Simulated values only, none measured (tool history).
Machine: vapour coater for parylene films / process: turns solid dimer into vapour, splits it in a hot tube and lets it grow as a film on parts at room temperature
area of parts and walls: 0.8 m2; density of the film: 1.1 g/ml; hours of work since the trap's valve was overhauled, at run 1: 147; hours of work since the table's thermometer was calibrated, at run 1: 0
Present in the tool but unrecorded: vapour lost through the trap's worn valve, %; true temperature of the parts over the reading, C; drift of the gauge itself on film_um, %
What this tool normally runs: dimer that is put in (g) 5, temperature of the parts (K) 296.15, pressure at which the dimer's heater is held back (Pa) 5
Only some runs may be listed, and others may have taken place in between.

run	hour	dimer that is put in (g)	temperature of the parts (K)	pressure at which the dimer's heater is held back (Pa)	hours of work since the trap's valve was overhauled	hours of work since the table's thermometer was calibrated	thickness of the film (um)
1	0	5	296.15	5	147	0	2.78
2	54.9	5	296.15	5	188	42	2.73
3	97.3	5	296.15	5	220	74	2.71
4	147.7	5	296.15	5	259	112	2.63
5	175.2	5	296.15	5	279	133	2.65
6	239.2	5	296.15	5	328	181	2.54
# hour 263.5: trap's valve overhauled
7	270.6	5	296.15	5	5	202	3.06
8	329.2	5	296.15	5	50	246	3.05
9	367.3	5	296.15	5	79	275	3
10	406.5	5	307.15	5	108	305	2.06
11	436.9	5	307.15	5	131	328	2.01
12	473.5	5	296.15	5	159	355	2.9
13	512.8	5	296.15	5	189	385	2.84
14	550.5	5	296.15	5	217	414	2.77
15	600.5	5	296.15	5	255	451	2.75
16	662.8	5	296.15	5	302	499	2.68
17	688.6	3	296.15	5	322	518	1.57
# hour 717.6: trap's valve overhauled
18	725.4	3	296.15	5	6	543	1.86
19	773	3	296.15	5	42	579	1.82
20	814.6	5	296.15	2.02	73	610	3.6
21	869.1	5	296.15	5	115	652	2.98
22	923.5	4	289.15	3.04	156	693	3.22
23	965.2	5	291.15	3.78	187	724	3.59
24	994.6	5	296.15	2.25	210	747	3.35
25	1033	7	288.15	5.56	239	776	4.99
26	1066	7	296.15	5	264	801	3.9
# hour 1096.6: table's thermometer calibrated
27	1123.3	5	305.15	2.37	306	20	2.27
# hour 1174.3: trap's valve overhauled
28	1174.4	5	305.15	2.37	0	56	2.59
29	1224.2	3	296.15	5	38	94	1.8
30	1259.7	3	289.15	5	65	120	2.23
31	1313.2	4	298.15	2.41	105	161	2.49
32	1369.3	4	305.15	2.41	148	203	1.99
33	1412.6	4	305.15	2.41	180	236	1.94
34	1470.4	4	305.15	2.41	224	280	1.89
35	1533.4	5	308.15	9.53	272	328	1.64
36	1559.4	3	291.15	5	291	347	1.91
37	1596.7	2	298.15	2.48	320	376	1.14
# hour 1633.6: trap's valve overhauled
38	1652.1	2	298.15	2.48	14	414	1.33
39	1697.9	5	296.15	7.44	49	449	2.8
40	1728.8	2	297.15	8.19	72	472	1.03
41	1755.8	2	289.15	11.93	92	493	1.3

Here are 4 independent what-if runs from the current tool condition. What would each one return?
A	1784.4	5	293.15	2.42	114	514	?
B	1784.4	5	307.15	7.74	114	514	?
C	1784.4	2	289.15	6.38	114	514	?
D	1784.4	6	299.15	3.17	114	514	?

run	thickness of the film (um)
A	3.7
B	1.86
C	1.4
D	3.48
With no hidden state in the tool, these same runs would have given:
run	thickness of the film (um)
A	3.79
B	1.9
C	1.43
D	3.56

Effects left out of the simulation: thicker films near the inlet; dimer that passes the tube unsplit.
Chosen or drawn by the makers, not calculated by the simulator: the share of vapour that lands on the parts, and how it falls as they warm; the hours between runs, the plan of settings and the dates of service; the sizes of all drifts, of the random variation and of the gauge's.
